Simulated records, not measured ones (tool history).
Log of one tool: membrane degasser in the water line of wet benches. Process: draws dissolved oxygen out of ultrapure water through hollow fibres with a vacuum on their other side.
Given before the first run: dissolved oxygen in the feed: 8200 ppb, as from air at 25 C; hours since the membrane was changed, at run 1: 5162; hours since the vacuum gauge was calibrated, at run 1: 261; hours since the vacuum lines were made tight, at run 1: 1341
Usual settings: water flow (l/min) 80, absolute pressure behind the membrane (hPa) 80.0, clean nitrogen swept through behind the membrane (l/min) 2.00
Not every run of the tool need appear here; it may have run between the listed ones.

run     day  water flow (l/min)  absolute pressure behind the membrane (hPa)  clean nitrogen swept through behind the membrane (l/min)  hours since the membrane was changed  hours since the vacuum gauge was calibrated  hours since the vacuum lines were made tight  dissolved oxygen in the water behind the degasser (ppb)  pressure that the water loses in the fibres (hPa)
  1   0.000                  80                                         80.0                                                      2.00                                  5162                                          261                                          1341                                                    395.2                                              696.9
  2   2.992                  80                                         80.0                                                      2.00                                  5233                                          333                                          1412                                                    392.9                                              695.8
  3   8.571                  80                                         80.0                                                      2.00                                  5367                                          467                                          1546                                                    392.0                                              693.0
  4  13.608                  80                                         80.0                                                      2.00                                  5488                                          588                                          1667                                                    391.4                                              698.1
  5  16.283                  80                                         80.0                                                      2.00                                  5552                                          652                                          1731                                                    394.7                                              695.9
  6  19.383                  80                                         80.0                                                      2.00                                  5627                                          727                                          1806                                                    395.7                                              697.5
  7  23.104                  80                                         80.0                                                      1.90                                  5716                                          816                                          1895                                                    411.5                                              695.6
  8  28.104                  80                                         80.0                                                      1.90                                  5836                                          936                                          2015                                                    409.4                                              698.4
  9  30.608                  80                                        175.4                                                      2.00                                  5896                                          996                                          2075                                                   1051.9                                              699.2
 10  36.117                  80                                        175.4                                                      2.00                                  6028                                         1128                                          2207                                                   1059.5                                              701.9
 11  41.700                  75                                         54.7                                                      3.00                                  6162                                         1262                                          2341                                                    143.7                                              658.0
 12  46.550                  75                                         54.7                                                      2.00                                  6279                                         1379                                          2458                                                    193.6                                              658.9
 13  51.392                  75                                         54.7                                                      2.00                                  6395                                         1495                                          2574                                                    195.9                                              658.6

Consider 4 possible next runs. They are alternatives, not a sequence: every one starts from the tool as it was left by run 13. What does each give?
  A  56.892                  58                                         53.9                                                      2.34                                  6527                                         1627                                          2706                                                        ?                                                  ?
  B  56.892                  80                                        192.1                                                      3.49                                  6527                                         1627                                          2706                                                        ?                                                  ?
  C  56.892                  75                                         54.7                                                      1.98                                  6527                                         1627                                          2706                                                        ?                                                  ?
  D  56.892                  50                                         80.0                                                      1.69                                  6527                                         1627                                          2706                                                        ?                                                  ?

run  dissolved oxygen in the water behind the degasser (ppb)  pressure that the water loses in the fibres (hPa)
  A                                                    132.3                                              509.9
  B                                                    764.4                                              707.9
  C                                                    196.3                                              666.0
  D                                                    305.0                                              435.8
With no hidden state in the tool, these same runs would have given:
run  dissolved oxygen in the water behind the degasser (ppb)  pressure that the water loses in the fibres (hPa)
  A                                                    123.6                                              472.7
  B                                                    753.5                                              656.5
  C                                                    183.5                                              617.8
  D                                                    296.9                                              403.9

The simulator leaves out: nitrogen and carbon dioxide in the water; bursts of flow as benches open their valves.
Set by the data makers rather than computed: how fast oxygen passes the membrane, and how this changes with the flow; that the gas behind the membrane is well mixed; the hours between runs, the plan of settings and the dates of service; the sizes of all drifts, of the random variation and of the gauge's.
